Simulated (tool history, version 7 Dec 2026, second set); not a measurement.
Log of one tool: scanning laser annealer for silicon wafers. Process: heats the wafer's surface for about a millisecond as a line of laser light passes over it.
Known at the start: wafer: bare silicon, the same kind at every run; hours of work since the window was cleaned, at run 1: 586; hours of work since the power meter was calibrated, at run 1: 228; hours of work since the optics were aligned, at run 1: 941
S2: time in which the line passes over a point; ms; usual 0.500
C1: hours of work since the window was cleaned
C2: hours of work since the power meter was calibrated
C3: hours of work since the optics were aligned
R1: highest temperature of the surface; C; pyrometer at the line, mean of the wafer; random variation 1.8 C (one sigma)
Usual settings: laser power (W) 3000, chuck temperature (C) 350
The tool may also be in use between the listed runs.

{"run": 1, "day": 0.0, "laser power (W)": 3000, "S2": 0.5, "chuck temperature (C)": 350, "C1": 586, "C2": 228, "C3": 941, "R1": 1033}
{"run": 2, "day": 0.346, "laser power (W)": 3252, "S2": 0.5, "chuck temperature (C)": 350, "C1": 591, "C2": 232, "C3": 946, "R1": 1098}
{"run": 3, "day": 0.883, "laser power (W)": 3000, "S2": 0.5, "chuck temperature (C)": 315, "C1": 598, "C2": 240, "C3": 953, "R1": 994}
{"run": 4, "day": 1.158, "laser power (W)": 3000, "S2": 0.613, "chuck temperature (C)": 315, "C1": 602, "C2": 243, "C3": 957, "R1": 1079}
{"run": 5, "day": 1.688, "laser power (W)": 3000, "S2": 0.5, "chuck temperature (C)": 350, "C1": 609, "C2": 250, "C3": 964, "R1": 1030}
{"run": 6, "day": 2.221, "laser power (W)": 3000, "S2": 0.5, "chuck temperature (C)": 350, "C1": 616, "C2": 257, "C3": 971, "R1": 1030}
{"run": 7, "day": 2.75, "laser power (W)": 3000, "S2": 0.44, "chuck temperature (C)": 350, "C1": 623, "C2": 264, "C3": 978, "R1": 980}
{"run": 8, "day": 3.038, "laser power (W)": 3000, "S2": 0.5, "chuck temperature (C)": 350, "C1": 627, "C2": 268, "C3": 982, "R1": 1030}
{"run": 9, "day": 3.342, "laser power (W)": 3000, "S2": 0.5, "chuck temperature (C)": 350, "C1": 631, "C2": 272, "C3": 986, "R1": 1029}
{"run": 10, "day": 3.812, "laser power (W)": 3000, "S2": 0.5, "chuck temperature (C)": 350, "C1": 637, "C2": 279, "C3": 992, "R1": 1031}
{"run": 11, "day": 4.229, "laser power (W)": 3000, "S2": 0.5, "chuck temperature (C)": 350, "C1": 643, "C2": 284, "C3": 998, "R1": 1029}
{"run": 12, "day": 4.662, "laser power (W)": 2653, "S2": 0.5, "chuck temperature (C)": 350, "C1": 649, "C2": 290, "C3": 1004, "R1": 940}
{"run": 13, "day": 4.946, "laser power (W)": 2653, "S2": 0.5, "chuck temperature (C)": 371, "C1": 652, "C2": 294, "C3": 1007, "R1": 955}
{"run": 14, "day": 5.408, "laser power (W)": 3000, "S2": 0.5, "chuck temperature (C)": 350, "C1": 658, "C2": 300, "C3": 1014, "R1": 1027}
{"run": 15, "day": 5.825, "laser power (W)": 3000, "S2": 0.5, "chuck temperature (C)": 350, "C1": 664, "C2": 305, "C3": 1019, "R1": 1029}
{"run": 16, "day": 6.317, "laser power (W)": 3000, "S2": 0.5, "chuck temperature (C)": 350, "C1": 671, "C2": 312, "C3": 1026, "R1": 1030}
{"run": 17, "day": 6.617, "laser power (W)": 3000, "S2": 0.5, "chuck temperature (C)": 350, "C1": 675, "C2": 316, "C3": 1030, "R1": 1025}
{"run": 18, "day": 7.146, "laser power (W)": 3000, "S2": 0.5, "chuck temperature (C)": 350, "C1": 682, "C2": 323, "C3": 1037, "R1": 1030}
{"run": 19, "day": 7.617, "laser power (W)": 3000, "S2": 0.5, "chuck temperature (C)": 350, "C1": 688, "C2": 329, "C3": 1043, "R1": 1026}
{"run": 20, "day": 7.979, "laser power (W)": 3000, "S2": 0.5, "chuck temperature (C)": 350, "C1": 693, "C2": 334, "C3": 1048, "R1": 1025}
{"run": 21, "day": 8.4, "laser power (W)": 3000, "S2": 0.5, "chuck temperature (C)": 350, "C1": 698, "C2": 340, "C3": 1053, "R1": 1026}
{"run": 22, "day": 8.633, "laser power (W)": 3000, "S2": 0.433, "chuck temperature (C)": 350, "C1": 701, "C2": 343, "C3": 1056, "R1": 974}
{"run": 23, "day": 9.05, "laser power (W)": 3000, "S2": 0.411, "chuck temperature (C)": 350, "C1": 707, "C2": 348, "C3": 1062, "R1": 956}
{"run": 24, "day": 9.525, "laser power (W)": 3000, "S2": 0.411, "chuck temperature (C)": 350, "C1": 713, "C2": 355, "C3": 1068, "R1": 955}
{"run": 25, "day": 9.917, "laser power (W)": 2772, "S2": 0.403, "chuck temperature (C)": 363, "C1": 719, "C2": 360, "C3": 1074, "R1": 911}
{"day": 10.071, "done": "laser's power meter calibrated"}
{"run": 26, "day": 10.45, "laser power (W)": 3015, "S2": 0.385, "chuck temperature (C)": 389, "C1": 724, "C2": 5, "C3": 1079, "R1": 975}
{"run": 27, "day": 10.712, "laser power (W)": 3015, "S2": 0.385, "chuck temperature (C)": 389, "C1": 727, "C2": 9, "C3": 1083, "R1": 977}
{"run": 28, "day": 11.108, "laser power (W)": 3000, "S2": 0.484, "chuck temperature (C)": 374, "C1": 733, "C2": 14, "C3": 1088, "R1": 1039}
{"run": 29, "day": 11.517, "laser power (W)": 2848, "S2": 0.484, "chuck temperature (C)": 330, "C1": 738, "C2": 19, "C3": 1093, "R1": 959}
{"run": 30, "day": 11.888, "laser power (W)": 3164, "S2": 0.484, "chuck temperature (C)": 330, "C1": 743, "C2": 24, "C3": 1098, "R1": 1038}
{"run": 31, "day": 12.354, "laser power (W)": 3164, "S2": 0.484, "chuck temperature (C)": 330, "C1": 749, "C2": 30, "C3": 1104, "R1": 1037}
{"day": 12.504, "done": "laser's power meter calibrated, once more"}
{"run": 32, "day": 12.712, "laser power (W)": 2911, "S2": 0.358, "chuck temperature (C)": 350, "C1": 752, "C2": 3, "C3": 1108, "R1": 888}
{"run": 33, "day": 13.042, "laser power (W)": 2911, "S2": 0.358, "chuck temperature (C)": 350, "C1": 757, "C2": 7, "C3": 1112, "R1": 886}
{"run": 34, "day": 13.296, "laser power (W)": 2911, "S2": 0.358, "chuck temperature (C)": 350, "C1": 760, "C2": 11, "C3": 1115, "R1": 887}
{"run": 35, "day": 13.529, "laser power (W)": 3062, "S2": 0.537, "chuck temperature (C)": 340, "C1": 763, "C2": 14, "C3": 1118, "R1": 1057}
{"run": 36, "day": 13.796, "laser power (W)": 3062, "S2": 0.537, "chuck temperature (C)": 340, "C1": 767, "C2": 17, "C3": 1122, "R1": 1056}
{"run": 37, "day": 14.025, "laser power (W)": 2772, "S2": 0.537, "chuck temperature (C)": 362, "C1": 770, "C2": 20, "C3": 1125, "R1": 1003}
{"run": 38, "day": 14.358, "laser power (W)": 2802, "S2": 0.537, "chuck temperature (C)": 327, "C1": 774, "C2": 25, "C3": 1129, "R1": 973}
{"run": 39, "day": 14.662, "laser power (W)": 3000, "S2": 0.616, "chuck temperature (C)": 350, "C1": 778, "C2": 29, "C3": 1134, "R1": 1111}
{"run": 40, "day": 14.888, "laser power (W)": 3000, "S2": 0.507, "chuck temperature (C)": 350, "C1": 781, "C2": 32, "C3": 1136, "R1": 1026}
{"run": 41, "day": 15.342, "laser power (W)": 3046, "S2": 0.379, "chuck temperature (C)": 341, "C1": 788, "C2": 38, "C3": 1143, "R1": 928}
{"run": 42, "day": 15.754, "laser power (W)": 2697, "S2": 0.392, "chuck temperature (C)": 390, "C1": 793, "C2": 43, "C3": 1148, "R1": 910}

Forecast each of these 3 alternatives for the next run:
{"run": "A", "day": 15.996, "laser power (W)": 3014, "S2": 0.392, "chuck temperature (C)": 337, "C1": 796, "C2": 47, "C3": 1151, "R1": "?"}
{"run": "B", "day": 15.996, "laser power (W)": 3000, "S2": 0.484, "chuck temperature (C)": 350, "C1": 796, "C2": 47, "C3": 1151, "R1": "?"}
{"run": "C", "day": 15.996, "laser power (W)": 3098, "S2": 0.462, "chuck temperature (C)": 390, "C1": 796, "C2": 47, "C3": 1151, "R1": "?"}

run=A R1=924
run=B R1=1011
run=C R1=1056
Without the tool's hidden state the same runs would have given:
run=A R1=952
run=B R1=1042
run=C R1=1088
